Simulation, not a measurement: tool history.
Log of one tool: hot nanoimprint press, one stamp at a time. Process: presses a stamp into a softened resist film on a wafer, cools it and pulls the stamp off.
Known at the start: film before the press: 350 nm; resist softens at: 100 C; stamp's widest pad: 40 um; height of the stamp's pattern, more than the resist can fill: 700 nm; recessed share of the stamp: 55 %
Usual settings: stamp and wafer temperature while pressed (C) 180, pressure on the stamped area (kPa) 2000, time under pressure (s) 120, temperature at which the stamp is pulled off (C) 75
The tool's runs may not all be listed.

run,hour,stamp and wafer temperature while pressed (C),pressure on the stamped area (kPa),time under pressure (s),temperature at which the stamp is pulled off (C),resist left under the stamp's widest pad (angstrom),greatest force while the stamp is pulled off (N)
1,0,180,2000,120,75,1941,148
2,22.2,180,2000,120,75,1936,143
3,51.6,180,2000,120,75,1940,143
4,81.5,180,2000,120,75,1940,142
5,121.6,178,2000,120,75,2055,144
6,162.5,178,2000,120,75,2050,146
7,206.7,178,2000,120,75,2047,146
8,230.1,178,2000,120,75,2058,142
# hour 246.4: stamp cleaned and given a new release coat
9,285.2,178,2000,120,75,2049,141
10,306.7,178,2000,120,75,2049,143
11,336.7,178,2000,120,75,2058,141
12,360.6,178,2000,120,75,2045,141
13,387.9,178,2000,120,75,2051,147
14,427.9,172,2800,152,80,1963,124
15,459.4,181,2000,120,75,1885,146
16,501.2,181,2000,120,75,1880,148
17,537.2,181,2000,120,75,1889,142
18,568.8,181,2000,120,75,1891,141

Forecast each of these 5 alternatives for the next run:
A,614.4,180,2290,120,75,?,?
B,614.4,189,1580,105,75,?,?
C,614.4,190,2000,161,71,?,?
D,614.4,180,2100,120,75,?,?
E,614.4,181,2000,85,75,?,?

run,resist left under the stamp's widest pad (angstrom),greatest force while the stamp is pulled off (N)
A,1827,139
B,1760,143
C,1301,160
D,1898,140
E,2105,145
Without the tool's hidden state the same runs would have given:
run,resist left under the stamp's widest pad (angstrom),greatest force while the stamp is pulled off (N)
A,1826,138
B,1759,143
C,1300,159
D,1896,139
E,2103,145
